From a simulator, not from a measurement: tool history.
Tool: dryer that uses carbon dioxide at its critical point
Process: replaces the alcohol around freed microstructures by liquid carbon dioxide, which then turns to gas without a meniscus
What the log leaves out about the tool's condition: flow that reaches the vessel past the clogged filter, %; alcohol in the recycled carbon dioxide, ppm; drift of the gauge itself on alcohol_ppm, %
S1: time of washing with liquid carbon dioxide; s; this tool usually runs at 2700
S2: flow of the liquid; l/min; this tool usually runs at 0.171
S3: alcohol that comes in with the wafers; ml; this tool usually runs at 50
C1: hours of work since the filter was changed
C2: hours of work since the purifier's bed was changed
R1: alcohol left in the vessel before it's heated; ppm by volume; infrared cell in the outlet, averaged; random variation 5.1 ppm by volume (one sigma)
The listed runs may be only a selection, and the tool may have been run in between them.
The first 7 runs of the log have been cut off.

Run 8, day 11.467: usual settings but S3 75 ml; C1 81; C2 267. Result: R1 145 ppm by volume.
Run 9, day 13.446: usual settings; C1 107; C2 293. Result: R1 131 ppm by volume.
Run 10, day 14.454: usual settings; C1 120; C2 307. Result: R1 136 ppm by volume.
Run 11, day 16.421: usual settings; C1 146; C2 333. Result: R1 137 ppm by volume.
Run 12, day 17.358: usual settings; C1 159; C2 345. Result: R1 154 ppm by volume.
Run 13, day 18.542: usual settings; C1 175; C2 361. Result: R1 157 ppm by volume.
At day 19.396: inlet filter changed.
Run 14, day 20.400: usual settings; C1 13; C2 385. Result: R1 104 ppm by volume.
Run 15, day 21.396: usual settings but S2 0.110 l/min; C1 27; C2 398. Result: R1 766 ppm by volume.
Run 16, day 23.396: usual settings; C1 53; C2 425. Result: R1 115 ppm by volume.
Run 17, day 24.750: usual settings; C1 71; C2 443. Result: R1 120 ppm by volume.
Run 18, day 26.021: usual settings; C1 88; C2 459. Result: R1 127 ppm by volume.
Run 19, day 27.221: usual settings but S2 0.163 l/min, S3 56 ml; C1 104; C2 475. Result: R1 183 ppm by volume.
Run 20, day 28.450: usual settings but S1 3060 s, S2 0.184 l/min, S3 58 ml; C1 120; C2 492. Result: R1 71 ppm by volume.
Run 21, day 29.717: usual settings but S1 4080 s, S2 0.107 l/min, S3 35 ml; C1 137; C2 508. Result: R1 127 ppm by volume.
Run 22, day 30.875: usual settings but S2 0.113 l/min; C1 152; C2 524. Result: R1 908 ppm by volume.
Run 23, day 32.733: usual settings but S1 4020 s; C1 177; C2 548. Result: R1 45 ppm by volume.
At day 33.392: inlet filter changed.
Run 24, day 34.275: usual settings but S1 2100 s, S2 0.223 l/min; C1 12; C2 568. Result: R1 105 ppm by volume.
Run 25, day 35.700: usual settings but S1 3720 s, S3 65 ml; C1 31; C2 587. Result: R1 50 ppm by volume.
Run 26, day 37.579: usual settings but S1 2160 s, S2 0.220 l/min; C1 55; C2 612. Result: R1 122 ppm by volume.
Run 27, day 38.996: usual settings but S1 2160 s, S2 0.220 l/min; C1 74; C2 631. Result: R1 114 ppm by volume.
Run 28, day 40.971: usual settings but S1 2940 s, S2 0.220 l/min, S3 63 ml; C1 100; C2 657. Result: R1 53 ppm by volume.
Run 29, day 43.067: usual settings but S1 4020 s, S3 48 ml; C1 128; C2 685. Result: R1 51 ppm by volume.
Run 30, day 44.292: usual settings but S1 3600 s, S3 91 ml; C1 144; C2 701. Result: R1 82 ppm by volume.
Run 31, day 45.354: usual settings but S1 2100 s, S2 0.268 l/min, S3 28 ml; C1 159; C2 715. Result: R1 72 ppm by volume.

What if the next run were any one of these 5? Each begins from the tool's condition after run 31:
Run A, day 47.067: usual settings but S1 1860 s, S2 0.146 l/min; C1 181; C2 738. Result: R1 ?.
Run B, day 47.067: usual settings but S1 3120 s, S2 0.220 l/min, S3 107 ml; C1 181; C2 738. Result: R1 ?.
Run C, day 47.067: usual settings but S3 101 ml; C1 181; C2 738. Result: R1 ?.
Run D, day 47.067: usual settings but S1 2100 s, S2 0.118 l/min, S3 113 ml; C1 181; C2 738. Result: R1 ?.
Run E, day 47.067: usual settings but S2 0.237 l/min, S3 38 ml; C1 181; C2 738. Result: R1 ?.

run    R1
  A  1566
  B    70
  C   333
  D  4740
  E    64
The same runs, with their run-to-run variation unchanged, on a tool lacking any hidden condition would have given:
run    R1
  A  1004
  B    17
  C   154
  D  3201
  E    14

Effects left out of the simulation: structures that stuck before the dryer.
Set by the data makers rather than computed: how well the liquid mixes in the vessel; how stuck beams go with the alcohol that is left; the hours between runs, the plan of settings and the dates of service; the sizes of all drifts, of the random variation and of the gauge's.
